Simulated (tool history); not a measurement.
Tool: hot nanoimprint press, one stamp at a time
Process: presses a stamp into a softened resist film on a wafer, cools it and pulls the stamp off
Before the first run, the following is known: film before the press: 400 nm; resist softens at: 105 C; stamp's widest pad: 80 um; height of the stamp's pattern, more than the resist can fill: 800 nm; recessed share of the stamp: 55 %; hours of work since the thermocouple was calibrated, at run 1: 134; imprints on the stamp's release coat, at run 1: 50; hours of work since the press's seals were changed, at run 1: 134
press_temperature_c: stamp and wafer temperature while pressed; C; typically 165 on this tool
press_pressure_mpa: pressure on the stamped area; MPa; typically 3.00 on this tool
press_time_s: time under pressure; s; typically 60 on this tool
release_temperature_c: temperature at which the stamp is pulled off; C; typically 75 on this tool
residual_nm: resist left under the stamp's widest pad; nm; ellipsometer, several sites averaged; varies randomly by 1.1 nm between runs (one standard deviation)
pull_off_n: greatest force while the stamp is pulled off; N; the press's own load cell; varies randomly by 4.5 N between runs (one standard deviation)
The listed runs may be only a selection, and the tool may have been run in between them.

run   hour  press_temperature_c  press_pressure_mpa  press_time_s  release_temperature_c  hours of work since the thermocouple was calibrated  imprints on the stamp's release coat  hours of work since the press's seals were changed  residual_nm  pull_off_n
  1    0.0                  165                3.00            60                     75                                                  134                                    50                                                 134        164.3         228
  2   27.9                  157                3.00            60                     75                                                  152                                   110                                                 152        229.6         218
  3   57.9                  157                3.00            60                     75                                                  170                                   175                                                 170        227.3         227
  4   98.8                  157                3.00            66                     75                                                  195                                   262                                                 195        224.2         226
  5  120.3                  157                3.00            66                     75                                                  209                                   309                                                 209        224.4         217
  6  160.9                  157                3.00            73                     75                                                  234                                   396                                                 234        215.3         221
  7  194.6                  157                3.00            73                     75                                                  254                                   468                                                 254        216.4         230
  8  230.6                  157                3.00            73                     75                                                  277                                   545                                                 277        214.1         225
  9  266.5                  165                4.61            60                     75                                                  299                                   622                                                 299        131.2         228
 10  284.7                  165                4.61            60                     75                                                  310                                   661                                                 310        131.8         229
 11  326.0                  156                4.61            60                     75                                                  336                                   750                                                 336        195.8         225
 12  355.7                  156                4.61            60                     75                                                  354                                   814                                                 354        195.2         221
     372.2  -- stamp cleaned and given a new release coat
 13  399.2                  156                4.61            60                     75                                                  377                                    58                                                 377        194.3         228
     422.6  -- plate thermocouple calibrated
 14  442.5                  156                4.61            60                     75                                                   12                                   144                                                 402        197.5         223
 15  468.4                  156                4.61            60                     75                                                   28                                   200                                                 418        199.1         224
 16  494.4                  159                3.00            60                     61                                                   44                                   255                                                 434        211.0         270
 17  514.9                  165                3.29            60                     72                                                   57                                   299                                                 447        156.0         235
 18  546.3                  165                3.29            60                     72                                                   76                                   367                                                 466        157.8         238
 19  578.0                  159                3.00            60                     61                                                   96                                   435                                                 485        212.1         272
 20  614.7                  159                3.00            60                     61                                                  119                                   514                                                 508        209.4         277
 21  653.4                  165                3.03            60                     80                                                  142                                   597                                                 532        163.5         207
 22  682.9                  165                3.46           107                     75                                                  161                                   660                                                 550        121.5         231
 23  703.0                  171                3.56            33                     76                                                  173                                   703                                                 563        147.4         224
     725.6  -- press's hydraulic seals changed and the load cell set to zero
 24  734.4                  156                4.50            60                     71                                                  187                                   753                                                   5        200.2         236
 25  755.5                  165                3.00            60                     80                                                  200                                   799                                                  18        164.6         210
     775.6  -- stamp cleaned and given a new release coat
 26  792.7                  165                4.34            60                     80                                                  220                                    37                                                  38        134.4         209
 27  812.1                  165                4.24           118                     62                                                  232                                    78                                                  50        103.7         276
 28  841.0                  163                4.14           118                     62                                                  249                                   140                                                  68        118.1         261
 29  864.7                  165                3.00           114                     75                                                  264                                   191                                                  82        128.3         222
 30  888.4                  165                4.33           118                     75                                                  279                                   242                                                  97        104.6         221

Describe how what the log doesn't record of the tool's condition differs between the last listed run preceding each entry between runs and the first listed run following it.
Runs 12 to 13: stamp cleaned and given a new release coat (hour 372.2)
  grip of the stamp's worn release coat, % over a new coat's: 0.4 -> 0
Runs 13 to 14: plate thermocouple calibrated (hour 422.6)
  true temperature over the reading, C: -0.03 -> 0; pressure that arrives at the usual setting, %: 99.91 -> 99.9; grip of the stamp's worn release coat, % over a new coat's: 0 -> 0.1
Runs 23 to 24: press's hydraulic seals changed and the load cell set to zero (hour 725.6)
  pressure that arrives at the usual setting, %: 99.87 -> 99.99
Runs 25 to 26: stamp cleaned and given a new release coat (hour 775.6)
  grip of the stamp's worn release coat, % over a new coat's: 0.4 -> 0

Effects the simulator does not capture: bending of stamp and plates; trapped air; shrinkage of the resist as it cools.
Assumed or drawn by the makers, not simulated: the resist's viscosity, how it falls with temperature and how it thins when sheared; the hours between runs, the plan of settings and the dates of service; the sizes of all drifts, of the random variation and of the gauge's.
